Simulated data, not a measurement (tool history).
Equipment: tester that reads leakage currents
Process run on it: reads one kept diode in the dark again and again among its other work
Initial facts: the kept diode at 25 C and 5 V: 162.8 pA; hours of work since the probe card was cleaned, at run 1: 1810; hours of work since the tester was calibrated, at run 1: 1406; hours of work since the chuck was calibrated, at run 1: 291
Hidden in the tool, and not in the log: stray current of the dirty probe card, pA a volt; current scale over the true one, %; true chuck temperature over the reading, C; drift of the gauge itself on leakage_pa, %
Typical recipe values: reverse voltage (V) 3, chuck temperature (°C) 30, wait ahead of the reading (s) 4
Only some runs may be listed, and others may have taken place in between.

| run | hour | reverse voltage (V) | chuck temperature (°C) | wait ahead of the reading (s) | hours of work since the probe card was cleaned | hours of work since the tester was calibrated | hours of work since the chuck was calibrated | current that the tester gives (pA) |
|---|---|---|---|---|---|---|---|---|
| 1 | 0 | 3 | 30 | 4 | 1810 | 1406 | 291 | 224.5 |
| 2 | 54.4 | 3 | 30 | 1.36 | 1846 | 1443 | 328 | 225.01 |
| 3 | 113.4 | 3 | 30 | 4 | 1886 | 1482 | 367 | 227.18 |
| 4 | 179.3 | 3 | 30 | 4 | 1930 | 1527 | 412 | 229.54 |
| 5 | 280.1 | 3 | 30 | 4 | 1998 | 1595 | 479 | 231.8 |
| 6 | 386.1 | 1.3 | 30 | 4 | 2069 | 1666 | 551 | 169.57 |
| 7 | 470.6 | 1.3 | 30 | 4 | 2126 | 1723 | 608 | 172.09 |
| 8 | 523.5 | 1.3 | 30 | 4 | 2162 | 1758 | 643 | 172.87 |
| 9 | 593.4 | 13.2 | 30 | 4 | 2209 | 1805 | 690 | 428.13 |
|  | 654.7 | chuck's temperature calibrated |
| 10 | 654.7 | 13.2 | 30 | 4 | 2248 | 1845 | 0 | 379.32 |
| 11 | 749.7 | 2.16 | 41 | 8.93 | 2312 | 1909 | 64 | 494.12 |
| 12 | 816 | 2.16 | 41 | 8.93 | 2357 | 1954 | 108 | 498.53 |
| 13 | 875.9 | 2.16 | 41 | 8.93 | 2397 | 1994 | 149 | 498.12 |
| 14 | 985.4 | 2.16 | 41 | 8.93 | 2471 | 2067 | 222 | 505.99 |

Here are 4 independent what-if runs from the current tool condition. What would each one return?
| A | 1065.4 | 2.16 | 41 | 0.44 | 2525 | 2121 | 276 | ? |
| B | 1065.4 | 4.87 | 46 | 5.31 | 2525 | 2121 | 276 | ? |
| C | 1065.4 | 16.79 | 41 | 8.93 | 2525 | 2121 | 276 | ? |
| D | 1065.4 | 1.32 | 41 | 0.88 | 2525 | 2121 | 276 | ? |

| run | current that the tester gives (pA) |
|---|---|
| A | 511.54 |
| B | 1052.17 |
| C | 1126.19 |
| D | 421.86 |
Take away the tool's hidden state, keep each run's random variation, and the runs would have read:
| run | current that the tester gives (pA) |
|---|---|
| A | 492.87 |
| B | 1014.93 |
| C | 1078.75 |
| D | 406.68 |
